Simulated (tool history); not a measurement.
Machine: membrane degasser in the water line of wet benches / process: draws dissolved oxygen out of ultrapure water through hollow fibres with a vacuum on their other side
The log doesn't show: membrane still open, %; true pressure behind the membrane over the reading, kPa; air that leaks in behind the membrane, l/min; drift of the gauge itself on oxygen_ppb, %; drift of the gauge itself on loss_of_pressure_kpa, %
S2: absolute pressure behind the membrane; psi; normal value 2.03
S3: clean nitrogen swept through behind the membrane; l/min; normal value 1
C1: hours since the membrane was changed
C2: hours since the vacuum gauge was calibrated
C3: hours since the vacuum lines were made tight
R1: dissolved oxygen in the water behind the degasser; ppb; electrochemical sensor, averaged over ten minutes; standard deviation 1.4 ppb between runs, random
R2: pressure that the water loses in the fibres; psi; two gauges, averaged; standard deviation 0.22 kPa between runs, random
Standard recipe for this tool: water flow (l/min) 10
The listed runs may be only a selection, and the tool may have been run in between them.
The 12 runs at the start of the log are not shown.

{"run": 13, "hour": 1116.1, "water flow (l/min)": 10, "S2": 2.03, "S3": 1, "C1": 1924, "C2": 2653, "C3": 2463, "R1": 259.9, "R2": 7.857}
{"run": 14, "hour": 1234.1, "water flow (l/min)": 10, "S2": 2.03, "S3": 1, "C1": 2042, "C2": 2771, "C3": 2581, "R1": 260.4, "R2": 7.884}
{"run": 15, "hour": 1349.1, "water flow (l/min)": 10, "S2": 2.03, "S3": 1, "C1": 2157, "C2": 2886, "C3": 2696, "R1": 258.9, "R2": 7.903}
{"run": 16, "hour": 1467.9, "water flow (l/min)": 10, "S2": 2.03, "S3": 1, "C1": 2276, "C2": 3005, "C3": 2815, "R1": 260.5, "R2": 7.936}
{"run": 17, "hour": 1572.9, "water flow (l/min)": 13, "S2": 1.6, "S3": 2.12, "C1": 2381, "C2": 3110, "C3": 2920, "R1": 149.6, "R2": 10.234}
{"run": 18, "hour": 1675.4, "water flow (l/min)": 13, "S2": 1.62, "S3": 1.14, "C1": 2483, "C2": 3212, "C3": 3022, "R1": 242.7, "R2": 10.25}
{"run": 19, "hour": 1763.9, "water flow (l/min)": 8, "S2": 1.62, "S3": 1.14, "C1": 2572, "C2": 3301, "C3": 3111, "R1": 135.5, "R2": 6.361}
{"run": 20, "hour": 1833.7, "water flow (l/min)": 8, "S2": 1.62, "S3": 1.14, "C1": 2642, "C2": 3371, "C3": 3181, "R1": 136.1, "R2": 6.353}
{"run": 21, "hour": 1923.3, "water flow (l/min)": 8, "S2": 2.12, "S3": 1.14, "C1": 2731, "C2": 3460, "C3": 3270, "R1": 193.2, "R2": 6.379}
{"run": 22, "hour": 2012.6, "water flow (l/min)": 12, "S2": 3.93, "S3": 0.84, "C1": 2820, "C2": 3550, "C3": 3359, "R1": 748.8, "R2": 9.558}
{"run": 23, "hour": 2139.0, "water flow (l/min)": 12, "S2": 3.93, "S3": 0.84, "C1": 2947, "C2": 3676, "C3": 3486, "R1": 743.2, "R2": 9.458}
{"run": 24, "hour": 2226.8, "water flow (l/min)": 12, "S2": 3.93, "S3": 0.84, "C1": 3035, "C2": 3764, "C3": 3574, "R1": 746.8, "R2": 9.546}
{"run": 25, "hour": 2308.5, "water flow (l/min)": 12, "S2": 3.93, "S3": 0.84, "C1": 3116, "C2": 3846, "C3": 3655, "R1": 747.2, "R2": 9.485}
{"run": 26, "hour": 2361.8, "water flow (l/min)": 12, "S2": 3.93, "S3": 0.84, "C1": 3170, "C2": 3899, "C3": 3709, "R1": 744.3, "R2": 9.535}
{"run": 27, "hour": 2456.0, "water flow (l/min)": 8, "S2": 2.55, "S3": 0.84, "C1": 3264, "C2": 3993, "C3": 3803, "R1": 319, "R2": 6.345}
{"run": 28, "hour": 2510.9, "water flow (l/min)": 10, "S2": 3.02, "S3": 0.84, "C1": 3319, "C2": 4048, "C3": 3858, "R1": 473.6, "R2": 8.006}
{"run": 29, "hour": 2617.7, "water flow (l/min)": 10, "S2": 3.02, "S3": 0.84, "C1": 3426, "C2": 4155, "C3": 3964, "R1": 475, "R2": 7.958}
{"run": 30, "hour": 2737.9, "water flow (l/min)": 10, "S2": 3.02, "S3": 0.84, "C1": 3546, "C2": 4275, "C3": 4085, "R1": 477.3, "R2": 7.965}
{"run": 31, "hour": 2822.7, "water flow (l/min)": 10, "S2": 3.02, "S3": 0.84, "C1": 3631, "C2": 4360, "C3": 4169, "R1": 479.2, "R2": 7.928}
{"run": 32, "hour": 2887.1, "water flow (l/min)": 10, "S2": 3.32, "S3": 0.58, "C1": 3695, "C2": 4424, "C3": 4234, "R1": 711.5, "R2": 7.98}

Forecast each of these 3 alternatives for the next run:
{"run": "A", "hour": 2980.1, "water flow (l/min)": 10, "S2": 2.7, "S3": 1, "C1": 3788, "C2": 4517, "C3": 4327, "R1": "?", "R2": "?"}
{"run": "B", "hour": 2980.1, "water flow (l/min)": 8, "S2": 2.7, "S3": 0.58, "C1": 3788, "C2": 4517, "C3": 4327, "R1": "?", "R2": "?"}
{"run": "C", "hour": 2980.1, "water flow (l/min)": 8, "S2": 1.25, "S3": 0.51, "C1": 3788, "C2": 4517, "C3": 4327, "R1": "?", "R2": "?"}

run=A R1=361.6 R2=7.994
run=B R1=469.9 R2=6.419
run=C R1=193.5 R2=6.376
With no hidden state in the tool, these same runs would have given:
run=A R1=361.1 R2=7.844
run=B R1=469.2 R2=6.298
run=C R1=193.1 R2=6.255
